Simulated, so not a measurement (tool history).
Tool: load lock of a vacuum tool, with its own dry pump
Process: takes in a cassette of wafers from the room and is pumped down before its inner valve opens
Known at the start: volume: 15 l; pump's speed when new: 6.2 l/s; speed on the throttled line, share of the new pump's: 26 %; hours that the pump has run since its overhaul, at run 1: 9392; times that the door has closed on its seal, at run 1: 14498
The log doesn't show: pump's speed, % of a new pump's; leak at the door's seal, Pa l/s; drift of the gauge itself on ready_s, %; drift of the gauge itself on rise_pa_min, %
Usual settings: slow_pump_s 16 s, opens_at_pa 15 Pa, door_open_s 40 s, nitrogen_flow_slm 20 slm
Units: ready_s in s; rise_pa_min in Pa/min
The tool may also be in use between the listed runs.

run	hour	slow_pump_s	opens_at_pa	door_open_s	nitrogen_flow_slm	hours that the pump has run since its overhaul	times that the door has closed on its seal	incoming humidity of the room's air, %	ready_s	rise_pa_min
1	0.0	16	15	40	20	9392	14498	46.8	36.1	0.146
2	309.2	16	15	40	20	9701	15415	46.1	36.4	0.160
3	588.6	16	15	40	20	9980	16244	45.4	36.6	0.171
4	902.8	16	15	40	20	10294	17176	46.4	36.0	0.179
5	1076.3	16	15	40	20	10468	17690	46.7	36.2	0.195
6	1286.2	16	15	40	20	10678	18313	45.9	36.5	0.205
7	1621.7	16	15	40	20	11013	19308	40.5	36.4	0.214
8	1799.4	16	15	148	20	11191	19835	47.9	35.7	0.253
9	2165.8	16	15	25	26	11557	20922	44.2	36.2	0.237
10	2580.3	8	12	119	4	11972	22152	44.9	32.2	0.308
11	3001.5	19	12	114	17	12393	23401	43.6	39.9	0.299

Run 12 comes next. What will it give?
12	3408.1	19	16	173	29	12800	24607	46.4	?	?

Run 12 gave ready_s 39.2 s, rise_pa_min 0.319 Pa/min.
Without the tool's hidden state the same run would have given ready_s 35.6 s, rise_pa_min 0.042 Pa/min.

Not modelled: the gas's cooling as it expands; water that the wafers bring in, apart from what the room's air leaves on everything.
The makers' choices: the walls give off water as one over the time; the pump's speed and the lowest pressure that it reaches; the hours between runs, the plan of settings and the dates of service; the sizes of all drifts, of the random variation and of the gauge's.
